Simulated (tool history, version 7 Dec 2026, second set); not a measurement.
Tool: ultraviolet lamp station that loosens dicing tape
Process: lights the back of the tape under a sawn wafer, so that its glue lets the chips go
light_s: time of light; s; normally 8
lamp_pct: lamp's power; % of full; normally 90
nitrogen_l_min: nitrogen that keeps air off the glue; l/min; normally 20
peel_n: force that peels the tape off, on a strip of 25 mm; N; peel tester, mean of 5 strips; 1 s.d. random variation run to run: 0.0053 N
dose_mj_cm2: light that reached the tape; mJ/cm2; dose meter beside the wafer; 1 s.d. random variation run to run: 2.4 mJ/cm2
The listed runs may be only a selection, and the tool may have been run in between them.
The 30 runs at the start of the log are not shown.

run,hour,light_s,lamp_pct,nitrogen_l_min,peel_n,dose_mj_cm2
31,630.0,16,64,38,0.057,259
32,649.5,13,70,27,0.088,228
33,671.6,13,70,27,0.077,227
34,690.8,6,81,18,0.421,121
35,709.3,6,81,18,0.431,117
36,733.6,5,81,31,0.473,98
37,761.2,8,76,15,0.330,144
38,779.1,8,76,15,0.352,145
39,800.1,11,93,34,0.067,233
40,823.6,11,93,34,0.082,232
41,845.5,11,65,13,0.297,159
# hour 849.6: window cleaned of glue's vapour
42,867.4,8,73,28,0.196,156
43,895.4,11,60,20,0.179,168

Here are 3 independent what-if runs from the current tool condition. What would each one return?
A,909.7,11,82,17,?,?
B,909.7,9,91,19,?,?
C,909.7,10,90,20,?,?

run,peel_n,dose_mj_cm2
A,0.110,234
B,0.121,212
C,0.095,236
The same runs, with their run-to-run variation unchanged, on a tool lacking any hidden condition would have given:
run,peel_n,dose_mj_cm2
A,0.066,323
B,0.070,293
C,0.060,325
